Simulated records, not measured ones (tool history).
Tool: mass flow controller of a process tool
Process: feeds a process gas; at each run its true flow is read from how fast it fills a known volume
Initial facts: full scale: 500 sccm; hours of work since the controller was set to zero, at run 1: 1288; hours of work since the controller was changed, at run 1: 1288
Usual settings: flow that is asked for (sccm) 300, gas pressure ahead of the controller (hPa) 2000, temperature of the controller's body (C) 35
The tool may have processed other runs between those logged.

| run | hour | flow that is asked for (sccm) | gas pressure ahead of the controller (hPa) | temperature of the controller's body (C) | hours of work since the controller was set to zero | hours of work since the controller was changed | true flow (%) |
|---|---|---|---|---|---|---|---|
| 1 | 0.0 | 300 | 2000 | 35 | 1288 | 1288 | 97.46 |
| 2 | 72.7 | 300 | 2000 | 35 | 1317 | 1317 | 97.36 |
| 3 | 179.5 | 300 | 2000 | 35 | 1360 | 1360 | 97.45 |
| 4 | 265.4 | 300 | 2340 | 35 | 1395 | 1395 | 97.83 |
| 5 | 336.1 | 300 | 2340 | 35 | 1423 | 1423 | 97.73 |
| 6 | 441.8 | 300 | 2010 | 35 | 1466 | 1466 | 97.57 |
| 7 | 546.5 | 300 | 2010 | 35 | 1508 | 1508 | 97.50 |
| 8 | 616.3 | 106 | 2000 | 35 | 1536 | 1536 | 95.00 |
| 9 | 770.5 | 106 | 2000 | 35 | 1598 | 1598 | 94.98 |
| 10 | 922.5 | 300 | 2000 | 35 | 1659 | 1659 | 97.48 |
| 11 | 994.5 | 300 | 2030 | 35 | 1688 | 1688 | 97.48 |
|  | 1010.0 | controller's zero set anew |
| 12 | 1078.1 | 300 | 2000 | 35 | 27 | 1721 | 97.08 |
| 13 | 1163.0 | 300 | 2000 | 35 | 62 | 1755 | 97.00 |
| 14 | 1305.7 | 300 | 2000 | 35 | 119 | 1813 | 97.03 |
| 15 | 1391.2 | 300 | 2000 | 35 | 153 | 1847 | 97.08 |
|  | 1468.3 | controller's zero set anew, once more |
| 16 | 1531.6 | 300 | 2000 | 35 | 25 | 1904 | 98.18 |
| 17 | 1597.7 | 300 | 2000 | 35 | 52 | 1930 | 98.09 |
| 18 | 1735.8 | 300 | 2000 | 35 | 108 | 1986 | 98.26 |
| 19 | 1811.3 | 300 | 2000 | 35 | 138 | 2016 | 98.24 |
| 20 | 1942.4 | 338 | 1490 | 37 | 191 | 2069 | 97.87 |
| 21 | 2012.4 | 338 | 1490 | 37 | 219 | 2097 | 97.88 |
| 22 | 2170.2 | 80 | 1640 | 25 | 282 | 2160 | 96.86 |
| 23 | 2299.3 | 86 | 2100 | 24 | 334 | 2212 | 97.29 |
| 24 | 2381.2 | 86 | 2100 | 24 | 367 | 2245 | 97.27 |
| 25 | 2459.2 | 86 | 2100 | 24 | 399 | 2277 | 97.00 |
| 26 | 2612.3 | 300 | 2600 | 32 | 460 | 2338 | 98.90 |
| 27 | 2741.1 | 466 | 2040 | 22 | 512 | 2390 | 100.58 |
| 28 | 2810.2 | 287 | 1810 | 35 | 540 | 2418 | 97.98 |
| 29 | 2968.5 | 189 | 2480 | 28 | 604 | 2482 | 98.29 |
| 30 | 3046.9 | 300 | 2190 | 29 | 635 | 2513 | 99.00 |
| 31 | 3204.8 | 226 | 2190 | 29 | 699 | 2577 | 98.22 |
| 32 | 3309.8 | 219 | 2190 | 29 | 741 | 2619 | 98.20 |
| 33 | 3414.4 | 300 | 2000 | 32 | 783 | 2661 | 98.43 |
| 34 | 3493.2 | 300 | 2000 | 32 | 815 | 2693 | 98.36 |

3 options for the next run, each taken on its own from the tool as it stands now. Forecast them:
| A | 3571.8 | 204 | 2000 | 23 | 846 | 2724 | ? |
| B | 3571.8 | 159 | 1460 | 20 | 846 | 2724 | ? |
| C | 3571.8 | 473 | 1910 | 21 | 846 | 2724 | ? |

| run | true flow (%) |
|---|---|
| A | 98.45 |
| B | 97.92 |
| C | 100.79 |
Without the tool's hidden state the same runs would have given:
| run | true flow (%) |
|---|---|
| A | 98.30 |
| B | 97.97 |
| C | 100.22 |

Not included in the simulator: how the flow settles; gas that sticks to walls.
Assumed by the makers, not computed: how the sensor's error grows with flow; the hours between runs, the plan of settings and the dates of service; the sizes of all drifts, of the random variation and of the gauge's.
